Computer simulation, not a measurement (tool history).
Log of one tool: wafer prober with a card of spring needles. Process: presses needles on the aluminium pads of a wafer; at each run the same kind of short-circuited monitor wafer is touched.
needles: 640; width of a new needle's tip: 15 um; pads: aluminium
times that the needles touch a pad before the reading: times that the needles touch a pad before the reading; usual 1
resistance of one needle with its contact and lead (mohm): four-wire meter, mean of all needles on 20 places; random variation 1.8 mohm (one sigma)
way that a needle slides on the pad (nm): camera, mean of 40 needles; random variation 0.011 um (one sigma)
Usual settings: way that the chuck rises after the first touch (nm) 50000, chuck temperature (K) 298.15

run   hour  way that the chuck rises after the first touch (nm)  chuck temperature (K)  times that the needles touch a pad before the reading  resistance of one needle with its contact and lead (mohm)  way that a needle slides on the pad (nm)
  1      0                                                50000                 298.15                                                      1                                                        232                                      9260
       8.5  -- tips cleaned on abrasive film
      17.1  -- tips cleaned on abrasive film
      27.7  -- tips cleaned on abrasive film
      36.6  -- tips cleaned on abrasive film
  2   36.6                                                50000                 298.15                                                      1                                                        206                                      9230
      45.1  -- tips cleaned on abrasive film
      53.6  -- tips cleaned on abrasive film
  3   59.5                                                50000                 298.15                                                      1                                                        514                                      9200
      63.8  -- tips cleaned on abrasive film
      72.3  -- tips cleaned on abrasive film
      72.6  -- height of the first contact set anew
      81.1  -- tips cleaned on abrasive film
      91.8  -- tips cleaned on abrasive film
     102.4  -- tips cleaned on abrasive film
  4  105.7                                                50000                 298.15                                                      1                                                        423                                      9310
     112.1  -- tips cleaned on abrasive film
     120.6  -- tips cleaned on abrasive film
     131.3  -- tips cleaned on abrasive film
     141.9  -- tips cleaned on abrasive film
  5  142.6                                                50000                 298.15                                                      1                                                        284                                      9300
     151.1  -- tips cleaned on abrasive film
     159.7  -- tips cleaned on abrasive film
     170.3  -- tips cleaned on abrasive film
     180.8  -- tips cleaned on abrasive film
  6  182.7                                                50000                 298.15                                                      3                                                        252                                      9260
     191.2  -- tips cleaned on abrasive film
     201.8  -- tips cleaned on abrasive film
     212.5  -- tips cleaned on abrasive film
  7  215.2                                                50000                 298.15                                                      3                                                        264                                      9230
     221.5  -- tips cleaned on abrasive film
     230.1  -- tips cleaned on abrasive film
     240.6  -- tips cleaned on abrasive film
  8  241.4                                                50000                 372.15                                                      3                                                        234                                      9170
     243.8  -- height of the first contact set anew
     250.2  -- tips cleaned on abrasive film
     260.9  -- tips cleaned on abrasive film
     271.5  -- tips cleaned on abrasive film
  9  277.7                                                38000                 372.15                                                      3                                                        419                                      7070
     281.9  -- tips cleaned on abrasive film
     292.5  -- tips cleaned on abrasive film
     301.1  -- tips cleaned on abrasive film
 10  301.1                                                38000                 372.15                                                      3                                                        230                                      7070
     309.7  -- tips cleaned on abrasive film
     320.1  -- tips cleaned on abrasive film
     328.7  -- tips cleaned on abrasive film
 11  330.9                                                38000                 372.15                                                      3                                                        337                                      7010
     337.3  -- tips cleaned on abrasive film
     345.8  -- tips cleaned on abrasive film
     354.3  -- tips cleaned on abrasive film
     363.9  -- tips cleaned on abrasive film
 12  363.9                                                47000                 367.15                                                      1                                                        258                                      8660
     374.6  -- tips cleaned on abrasive film
     383.1  -- tips cleaned on abrasive film
     393.7  -- tips cleaned on abrasive film
     402.9  -- tips cleaned on abrasive film
 13  402.9                                                47000                 367.15                                                      1                                                        259                                      8630
     413.5  -- tips cleaned on abrasive film
     413.8  -- height of the first contact set anew
     424.1  -- tips cleaned on abrasive film
 14  427.7                                                52000                 311.15                                                      1                                                        454                                      9740
     434.1  -- tips cleaned on abrasive film
     442.6  -- tips cleaned on abrasive film
 15  450.9                                                40000                 311.15                                                      1                                                        878                                      7450
     453.1  -- tips cleaned on abrasive film
     461.6  -- tips cleaned on abrasive film
     472.1  -- tips cleaned on abrasive film
 16  473.5                                                52000                 324.15                                                      2                                                        286                                      9680
       482  -- tips cleaned on abrasive film
     490.6  -- tips cleaned on abrasive film
     500.8  -- tips cleaned on abrasive film
 17  500.8                                                52000                 324.15                                                      2                                                        205                                      9670
     511.4  -- tips cleaned on abrasive film
     522.1  -- tips cleaned on abrasive film
 18  526.1                                                42000                 379.15                                                      1                                                        569                                      7760
     532.5  -- tips cleaned on abrasive film
       543  -- tips cleaned on abrasive film
 19  549.6                                                51000                 379.15                                                      1                                                        569                                      9410
     551.8  -- tips cleaned on abrasive film
     562.4  -- tips cleaned on abrasive film
     572.9  -- tips cleaned on abrasive film
 20  576.2                                                51000                 306.15                                                      1                                                        423                                      9390
     582.7  -- tips cleaned on abrasive film
     585.1  -- height of the first contact set anew
     591.5  -- tips cleaned on abrasive film
       602  -- tips cleaned on abrasive film
 21  603.7                                                68000                 306.15                                                      1                                                        268                                     12710
     612.2  -- tips cleaned on abrasive film
     620.7  -- tips cleaned on abrasive film
     631.4  -- tips cleaned on abrasive film
 22  632.1                                                41000                 317.15                                                      1                                                        357                                      7630

Forecast each of these 4 alternatives for the next run:
     640.7  -- tips cleaned on abrasive film
     651.3  -- tips cleaned on abrasive film
  A  654.2                                                41000                 308.15                                                      1                                                          ?                                         ?
     640.7  -- tips cleaned on abrasive film
     651.3  -- tips cleaned on abrasive film
  B  654.2                                                41000                 317.15                                                      1                                                          ?                                         ?
     640.7  -- tips cleaned on abrasive film
     651.3  -- tips cleaned on abrasive film
  C  654.2                                                62000                 327.15                                                      3                                                          ?                                         ?
     640.7  -- tips cleaned on abrasive film
     651.3  -- tips cleaned on abrasive film
  D  654.2                                                46000                 298.15                                                      2                                                          ?                                         ?

run  resistance of one needle with its contact and lead (mohm)  way that a needle slides on the pad (nm)
  A                                                        559                                      7600
  B                                                        555                                      7610
  C                                                        243                                     11530
  D                                                        362                                      8530
Without the tool's hidden state the same runs would have given:
run  resistance of one needle with its contact and lead (mohm)  way that a needle slides on the pad (nm)
  A                                                        189                                      7670
  B                                                        189                                      7680
  C                                                        181                                     11600
  D                                                        181                                      8600
